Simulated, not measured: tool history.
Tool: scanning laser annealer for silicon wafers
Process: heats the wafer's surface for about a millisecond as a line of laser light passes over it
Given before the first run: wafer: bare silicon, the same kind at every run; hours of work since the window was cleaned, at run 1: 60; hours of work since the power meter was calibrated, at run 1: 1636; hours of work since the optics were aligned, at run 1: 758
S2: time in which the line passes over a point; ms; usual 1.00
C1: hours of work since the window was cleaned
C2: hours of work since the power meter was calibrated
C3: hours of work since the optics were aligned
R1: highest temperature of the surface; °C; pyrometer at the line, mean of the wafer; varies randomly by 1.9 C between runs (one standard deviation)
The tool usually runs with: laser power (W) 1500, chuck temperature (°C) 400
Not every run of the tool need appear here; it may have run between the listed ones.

{"run": 1, "hour": 0.0, "laser power (W)": 1500, "S2": 1.0, "chuck temperature (°C)": 400, "C1": 60, "C2": 1636, "C3": 758, "R1": 1194}
{"run": 2, "hour": 80.1, "laser power (W)": 1500, "S2": 0.92, "chuck temperature (°C)": 400, "C1": 122, "C2": 1698, "C3": 821, "R1": 1158}
{"run": 3, "hour": 116.7, "laser power (W)": 1500, "S2": 1.05, "chuck temperature (°C)": 400, "C1": 151, "C2": 1727, "C3": 849, "R1": 1207}
{"run": 4, "hour": 170.0, "laser power (W)": 1500, "S2": 1.0, "chuck temperature (°C)": 400, "C1": 192, "C2": 1769, "C3": 891, "R1": 1185}
{"run": 5, "hour": 239.0, "laser power (W)": 1500, "S2": 1.0, "chuck temperature (°C)": 400, "C1": 246, "C2": 1822, "C3": 945, "R1": 1182}
{"run": 6, "hour": 286.8, "laser power (W)": 1500, "S2": 1.0, "chuck temperature (°C)": 400, "C1": 283, "C2": 1860, "C3": 982, "R1": 1177}
{"run": 7, "hour": 359.8, "laser power (W)": 1500, "S2": 1.0, "chuck temperature (°C)": 400, "C1": 340, "C2": 1917, "C3": 1039, "R1": 1175}
{"run": 8, "hour": 412.7, "laser power (W)": 1500, "S2": 0.8, "chuck temperature (°C)": 400, "C1": 382, "C2": 1958, "C3": 1080, "R1": 1095}
{"run": 9, "hour": 492.0, "laser power (W)": 1500, "S2": 0.8, "chuck temperature (°C)": 400, "C1": 443, "C2": 2020, "C3": 1142, "R1": 1097}
{"run": 10, "hour": 527.1, "laser power (W)": 1500, "S2": 0.8, "chuck temperature (°C)": 400, "C1": 471, "C2": 2047, "C3": 1169, "R1": 1092}
{"run": 11, "hour": 566.1, "laser power (W)": 1500, "S2": 0.8, "chuck temperature (°C)": 379, "C1": 501, "C2": 2077, "C3": 1200, "R1": 1069}
{"run": 12, "hour": 639.2, "laser power (W)": 1500, "S2": 0.8, "chuck temperature (°C)": 379, "C1": 558, "C2": 2134, "C3": 1257, "R1": 1067}
{"run": 13, "hour": 688.3, "laser power (W)": 1500, "S2": 0.8, "chuck temperature (°C)": 379, "C1": 596, "C2": 2173, "C3": 1295, "R1": 1064}
{"hour": 698.7, "done": "optics aligned, line set to its width"}
{"run": 14, "hour": 740.1, "laser power (W)": 1500, "S2": 1.0, "chuck temperature (°C)": 400, "C1": 633, "C2": 2209, "C3": 32, "R1": 1150}
{"run": 15, "hour": 788.9, "laser power (W)": 1500, "S2": 1.0, "chuck temperature (°C)": 374, "C1": 671, "C2": 2247, "C3": 70, "R1": 1120}
{"run": 16, "hour": 832.5, "laser power (W)": 1500, "S2": 1.0, "chuck temperature (°C)": 374, "C1": 705, "C2": 2281, "C3": 104, "R1": 1119}
{"hour": 855.2, "done": "optics aligned, line set to its width, once more"}
{"run": 17, "hour": 898.8, "laser power (W)": 1500, "S2": 1.0, "chuck temperature (°C)": 400, "C1": 753, "C2": 2329, "C3": 34, "R1": 1166}
{"run": 18, "hour": 947.3, "laser power (W)": 1338, "S2": 1.0, "chuck temperature (°C)": 365, "C1": 790, "C2": 2367, "C3": 72, "R1": 1024}
{"run": 19, "hour": 981.1, "laser power (W)": 1338, "S2": 1.0, "chuck temperature (°C)": 365, "C1": 817, "C2": 2393, "C3": 98, "R1": 1019}
{"hour": 994.3, "done": "window over the wafer cleaned"}
{"run": 20, "hour": 1028.4, "laser power (W)": 1526, "S2": 1.24, "chuck temperature (°C)": 423, "C1": 27, "C2": 2428, "C3": 133, "R1": 1328}
{"run": 21, "hour": 1086.1, "laser power (W)": 1586, "S2": 1.22, "chuck temperature (°C)": 363, "C1": 71, "C2": 2473, "C3": 178, "R1": 1309}
{"run": 22, "hour": 1143.5, "laser power (W)": 1586, "S2": 1.22, "chuck temperature (°C)": 363, "C1": 116, "C2": 2518, "C3": 223, "R1": 1305}
{"run": 23, "hour": 1181.0, "laser power (W)": 1287, "S2": 1.08, "chuck temperature (°C)": 439, "C1": 145, "C2": 2547, "C3": 252, "R1": 1114}
{"run": 24, "hour": 1220.8, "laser power (W)": 1500, "S2": 0.81, "chuck temperature (°C)": 434, "C1": 176, "C2": 2578, "C3": 283, "R1": 1154}
{"run": 25, "hour": 1263.5, "laser power (W)": 1457, "S2": 1.04, "chuck temperature (°C)": 394, "C1": 210, "C2": 2611, "C3": 317, "R1": 1172}
{"run": 26, "hour": 1300.0, "laser power (W)": 1421, "S2": 1.0, "chuck temperature (°C)": 417, "C1": 238, "C2": 2640, "C3": 345, "R1": 1154}
{"run": 27, "hour": 1358.3, "laser power (W)": 1421, "S2": 1.0, "chuck temperature (°C)": 417, "C1": 284, "C2": 2685, "C3": 391, "R1": 1153}
{"run": 28, "hour": 1412.0, "laser power (W)": 1421, "S2": 1.0, "chuck temperature (°C)": 417, "C1": 326, "C2": 2727, "C3": 432, "R1": 1149}
{"run": 29, "hour": 1449.5, "laser power (W)": 1542, "S2": 1.13, "chuck temperature (°C)": 398, "C1": 355, "C2": 2756, "C3": 462, "R1": 1256}
{"run": 30, "hour": 1514.1, "laser power (W)": 1542, "S2": 1.13, "chuck temperature (°C)": 398, "C1": 405, "C2": 2807, "C3": 512, "R1": 1249}
{"run": 31, "hour": 1549.8, "laser power (W)": 1537, "S2": 1.18, "chuck temperature (°C)": 411, "C1": 433, "C2": 2835, "C3": 540, "R1": 1281}
{"run": 32, "hour": 1593.3, "laser power (W)": 1408, "S2": 0.82, "chuck temperature (°C)": 393, "C1": 467, "C2": 2869, "C3": 574, "R1": 1045}
{"run": 33, "hour": 1641.8, "laser power (W)": 1500, "S2": 0.71, "chuck temperature (°C)": 415, "C1": 505, "C2": 2906, "C3": 611, "R1": 1076}

4 options for the next run, each taken on its own from the tool as it stands now. Forecast them:
{"run": "A", "hour": 1692.2, "laser power (W)": 1482, "S2": 1.22, "chuck temperature (°C)": 431, "C1": 544, "C2": 2946, "C3": 651, "R1": "?"}
{"run": "B", "hour": 1692.2, "laser power (W)": 1439, "S2": 0.71, "chuck temperature (°C)": 415, "C1": 544, "C2": 2946, "C3": 651, "R1": "?"}
{"run": "C", "hour": 1692.2, "laser power (W)": 1500, "S2": 0.71, "chuck temperature (°C)": 380, "C1": 544, "C2": 2946, "C3": 651, "R1": "?"}
{"run": "D", "hour": 1692.2, "laser power (W)": 1413, "S2": 1.0, "chuck temperature (°C)": 400, "C1": 544, "C2": 2946, "C3": 651, "R1": "?"}

run=A R1=1263
run=B R1=1040
run=C R1=1040
run=D R1=1116
Take away the tool's hidden state, keep each run's random variation, and the runs would have read:
run=A R1=1294
run=B R1=1063
run=C R1=1065
run=D R1=1143

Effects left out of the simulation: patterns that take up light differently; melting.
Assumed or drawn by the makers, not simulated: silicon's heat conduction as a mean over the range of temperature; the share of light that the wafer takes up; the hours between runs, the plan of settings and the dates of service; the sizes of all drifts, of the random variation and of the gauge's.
